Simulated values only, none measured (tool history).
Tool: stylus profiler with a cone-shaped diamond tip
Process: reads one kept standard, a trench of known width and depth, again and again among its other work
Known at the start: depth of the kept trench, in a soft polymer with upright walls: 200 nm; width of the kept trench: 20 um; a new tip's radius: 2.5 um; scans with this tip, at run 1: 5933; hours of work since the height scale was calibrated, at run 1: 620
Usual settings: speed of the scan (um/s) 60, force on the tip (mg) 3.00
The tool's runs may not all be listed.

run,hour,speed of the scan (um/s),force on the tip (mg),scans with this tip,hours of work since the height scale was calibrated,depth of the trench (angstrom),width of the trench's floor (nm)
1,0.0,60,3.00,5933,620,2012.1,16800
2,69.3,60,3.00,6272,655,2012.0,16780
3,119.7,60,3.00,6518,681,2011.2,16770
4,180.8,60,3.00,6817,712,2010.8,16750
5,216.6,60,3.00,6992,730,2011.5,16670
6,272.8,60,3.00,7267,759,2011.0,16610
7,334.8,60,3.00,7570,791,2011.1,16650
8,365.8,60,3.00,7722,807,2010.4,16620
9,422.0,60,3.00,7996,835,2011.0,16560
10,458.4,60,1.61,8174,854,2005.2,16470
11,499.4,161,3.00,8375,875,2010.8,15940
12,530.5,60,3.99,8527,891,2013.9,16640
# hour 585.0: height scale calibrated on a step standard
13,594.3,174,3.99,8837,5,2017.2,15970
14,634.6,16,3.95,9034,25,2017.5,16730
15,665.4,175,3.00,9184,41,2013.7,15810
16,730.2,175,3.00,9501,74,2014.2,15800
17,765.7,170,1.05,9675,92,2006.2,15120
18,836.3,191,5.86,10020,128,2022.4,15930
19,888.6,66,4.62,10276,155,2018.3,16420
# hour 945.7: new tip fitted, height scale calibrated
20,965.3,16,1.29,95,10,2009.7,17850
21,1019.0,103,1.25,358,37,2008.6,17050
22,1060.2,67,3.00,560,58,2015.9,17530
23,1091.6,132,5.49,713,75,2023.1,17310
24,1151.9,132,8.27,1008,105,2029.3,17440
25,1218.0,26,1.08,1331,139,2007.6,17520

4 ways to go on from here, each from the tool as it stands after run 25. What would each give?
A,1282.6,47,2.98,1647,172,?,?
B,1282.6,214,1.08,1647,172,?,?
C,1282.6,59,2.46,1647,172,?,?
D,1282.6,26,1.07,1647,172,?,?

run,depth of the trench (angstrom),width of the trench's floor (nm)
A,2014.9,17540
B,2006.6,15760
C,2013.1,17380
D,2007.6,17510
Without the tool's hidden state the same runs would have given:
run,depth of the trench (angstrom),width of the trench's floor (nm)
A,2014.9,17810
B,2006.6,16030
C,2013.1,17660
D,2007.6,17780

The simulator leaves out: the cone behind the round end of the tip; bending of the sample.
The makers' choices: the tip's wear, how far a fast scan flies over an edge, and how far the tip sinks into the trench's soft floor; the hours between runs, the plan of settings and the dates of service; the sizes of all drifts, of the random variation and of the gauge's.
